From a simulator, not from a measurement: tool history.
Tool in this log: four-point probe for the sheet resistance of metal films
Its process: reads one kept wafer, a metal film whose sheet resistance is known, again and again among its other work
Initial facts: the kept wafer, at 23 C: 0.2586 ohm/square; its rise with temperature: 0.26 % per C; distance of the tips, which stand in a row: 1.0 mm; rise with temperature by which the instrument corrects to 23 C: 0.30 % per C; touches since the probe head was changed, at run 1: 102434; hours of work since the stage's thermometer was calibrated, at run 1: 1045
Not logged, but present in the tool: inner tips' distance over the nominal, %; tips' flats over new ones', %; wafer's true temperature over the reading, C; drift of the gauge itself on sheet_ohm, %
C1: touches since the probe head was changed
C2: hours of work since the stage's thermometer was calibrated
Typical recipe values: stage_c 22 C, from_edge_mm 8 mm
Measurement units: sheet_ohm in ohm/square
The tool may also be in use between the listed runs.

Run 1, hour 0: usual settings; C1 102434; C2 1045. Result: sheet_ohm 0.26099 ohm/square.
Run 2, hour 87.6: usual settings; C1 106140; C2 1109. Result: sheet_ohm 0.260804 ohm/square.
At hour 157.9: new probe head fitted.
Run 3, hour 222.3: usual settings; C1 2722; C2 1208. Result: sheet_ohm 0.260956 ohm/square.
Run 4, hour 358.7: usual settings; C1 8494; C2 1310. Result: sheet_ohm 0.260905 ohm/square.
Run 5, hour 496.7: usual settings; C1 14329; C2 1412. Result: sheet_ohm 0.26094 ohm/square.
Run 6, hour 641.1: usual settings; C1 20437; C2 1519. Result: sheet_ohm 0.260878 ohm/square.
Run 7, hour 778.7: usual settings but from_edge_mm 4 mm; C1 26253; C2 1621. Result: sheet_ohm 0.2672 ohm/square.
Run 8, hour 851.3: usual settings but from_edge_mm 4 mm; C1 29325; C2 1675. Result: sheet_ohm 0.267085 ohm/square.
Run 9, hour 976.1: usual settings but from_edge_mm 3 mm; C1 34602; C2 1767. Result: sheet_ohm 0.273161 ohm/square.
Run 10, hour 1056.3: usual settings but from_edge_mm 3 mm; C1 37997; C2 1827. Result: sheet_ohm 0.273274 ohm/square.
Run 11, hour 1193.3: usual settings but from_edge_mm 3 mm; C1 43789; C2 1928. Result: sheet_ohm 0.273179 ohm/square.
Run 12, hour 1306.8: usual settings; C1 48589; C2 2012. Result: sheet_ohm 0.260899 ohm/square.
Run 13, hour 1366.9: usual settings but from_edge_mm 12 mm; C1 51133; C2 2057. Result: sheet_ohm 0.259595 ohm/square.
Run 14, hour 1485.2: usual settings but from_edge_mm 12 mm; C1 56133; C2 2144. Result: sheet_ohm 0.259638 ohm/square.
Run 15, hour 1627.6: usual settings but from_edge_mm 12 mm; C1 62157; C2 2250. Result: sheet_ohm 0.259733 ohm/square.
At hour 1678: stage's thermometer calibrated.
Run 16, hour 1747.2: usual settings but from_edge_mm 20 mm; C1 67193; C2 51. Result: sheet_ohm 0.258998 ohm/square.
Run 17, hour 1805.7: usual settings but stage_c 25 C, from_edge_mm 42 mm; C1 69669; C2 95. Result: sheet_ohm 0.258456 ohm/square.
Run 18, hour 1943.3: usual settings but stage_c 32 C, from_edge_mm 5 mm; C1 75487; C2 197. Result: sheet_ohm 0.263269 ohm/square.
Run 19, hour 2020.2: usual settings but stage_c 32 C, from_edge_mm 5 mm; C1 78738; C2 254. Result: sheet_ohm 0.263308 ohm/square.

Run 20 has not been measured yet. What should we expect?
Run 20, hour 2112.5: usual settings but stage_c 32 C, from_edge_mm 5 mm; C1 82642; C2 322. Result: sheet_ohm ?.

sheet_ohm: 0.263269 ohm/square
With the hidden condition absent and the run-to-run variation left alone, this run would have shown sheet_ohm 0.263274 ohm/square.
